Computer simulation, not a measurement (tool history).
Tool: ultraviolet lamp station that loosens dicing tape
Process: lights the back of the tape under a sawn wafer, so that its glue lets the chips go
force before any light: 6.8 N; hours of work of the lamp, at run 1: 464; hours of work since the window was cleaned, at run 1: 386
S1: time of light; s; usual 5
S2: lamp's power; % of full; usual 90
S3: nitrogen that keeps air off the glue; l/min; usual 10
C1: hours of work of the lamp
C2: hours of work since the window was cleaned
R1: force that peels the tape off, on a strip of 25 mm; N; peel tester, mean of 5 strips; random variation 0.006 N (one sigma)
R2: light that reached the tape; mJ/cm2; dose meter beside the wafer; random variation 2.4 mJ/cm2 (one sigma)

run	day	S1	S2	S3	C1	C2	R1	R2
1	0	5	90	10	464	386	0.261	224
2	2.012	5	80	10	492	414	0.377	194
3	3.833	5	80	10	518	440	0.394	193
4	7.467	5	80	10	570	491	0.417	190
5	9.354	5	80	18	596	518	0.314	184
# day 9.938: window cleaned of glue's vapour
6	11.154	5	80	18	622	17	0.38	165
7	14.483	5	80	18	669	64	0.393	168
8	17.258	5	80	18	708	104	0.411	164
# day 17.65: window cleaned of glue's vapour, once more
9	19.638	2	60	3	741	28	3.408	64
10	23.492	5	85	7	796	83	0.411	215
11	26.688	5	85	7	841	128	0.404	205
12	30.225	4	80	10	891	178	0.639	156

Forecast run 13:
13	33.633	5	96	13	939	226	?	?

Run 13 gave R1 0.239 N, R2 223 mJ/cm2.
Without the tool's hidden state the same run would have given R1 0.134 N, R2 299 mJ/cm2.

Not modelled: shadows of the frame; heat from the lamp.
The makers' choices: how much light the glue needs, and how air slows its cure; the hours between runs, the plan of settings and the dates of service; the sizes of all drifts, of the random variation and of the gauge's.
